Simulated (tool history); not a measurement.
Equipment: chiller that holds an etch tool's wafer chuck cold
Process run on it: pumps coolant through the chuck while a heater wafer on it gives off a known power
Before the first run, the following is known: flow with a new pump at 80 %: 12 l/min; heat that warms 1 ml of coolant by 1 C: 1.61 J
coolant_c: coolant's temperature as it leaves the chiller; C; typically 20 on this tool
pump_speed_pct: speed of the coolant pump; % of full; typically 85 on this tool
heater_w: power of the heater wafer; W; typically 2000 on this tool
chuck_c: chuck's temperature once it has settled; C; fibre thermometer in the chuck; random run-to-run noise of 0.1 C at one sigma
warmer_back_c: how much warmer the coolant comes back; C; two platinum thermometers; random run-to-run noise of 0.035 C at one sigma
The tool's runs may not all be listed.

run    hour  coolant_c  pump_speed_pct  heater_w  chuck_c  warmer_back_c
  1       0         20              85      2000     35.3           5.86
  2    73.3         20              85      2000     35.2           5.91
  3   145.3         20              85      2767     41.2           8.19
  4   200.9         20              85      2767       41           8.26
  5   281.7         20              85      2767     41.3           8.22
  6   368.3         20              85      2767     41.3           8.24
  7   411.1         20              85      2767     41.6           8.26
  8   483.3         20              85      2767     41.6           8.27
  9   562.9         20              85      2767     41.8           8.28
 10   619.8         20              85      2000     35.8           5.98
 11   689.3         20              85      1426     31.3           4.26
 12   745.2         20              85      1426     31.4           4.31
 13   780.7         20              85      2000     35.9           6.01
 14   817.5         26              85      2000       42              6
 15   863.7         20              85      2000     35.9              6
 16   901.8         20              85      2000     35.9           6.03
 17   960.9         20              85      1402     31.2           4.26
 18  1039.2         20              98      1671     32.2           4.34
 19  1114.2         23              76      1671     37.9           5.69
 20  1157.9         18              89      1381       29           3.94
 21  1194.2         18              89      1381     29.1              4
 22  1245.1         10              85      2000     26.5           6.06
 23    1326         11              87      1140     20.3           3.42
 24    1380         12              87      2601       33           7.66
 25  1433.1         17              96      2751     37.7           7.31
 26  1497.6         20              90      2000     35.9           5.73
 27  1569.2         20              71      1641     35.7           6.16
 28  1650.5         20              71      1641     35.8           6.19
 29  1708.6         29              69      2000     48.6           7.75
 30  1747.7         15              85      1497     27.7           4.61
 31  1806.6         13              64      1797     31.6           7.61

Some steps in chuck_c between neighbouring runs. How much of each would the tool show without its hidden state too (settings, what came in, random variation), and how much is left for the hidden state, with any gauge scatter that isn't in both results?
The hidden state here: heat passed by the chuck's channels, % of clean ones'; flow at a given pump speed, % of a new pump's; coolant's true temperature over the reading, C; drift of the gauge itself on chuck_c, C; drift of the gauge itself on warmer_back_c, C.
Run 23 -> 24: coolant_c 11 -> 12, heater_w 1140 -> 2601. chuck_c +12.7 C: hidden state +1.1, all else +11.6.
Run 28 -> 29: coolant_c 20 -> 29, pump_speed_pct 71 -> 69, heater_w 1641 -> 2000. chuck_c +12.8 C: hidden state +0.5, all else +12.3.
Run 29 -> 30: coolant_c 29 -> 15, pump_speed_pct 69 -> 85, heater_w 2000 -> 1497. chuck_c -20.9 C: hidden state -0.7, all else -20.2.
Run 30 -> 31: coolant_c 15 -> 13, pump_speed_pct 85 -> 64, heater_w 1497 -> 1797. chuck_c +3.9 C: hidden state +0.6, all else +3.3.
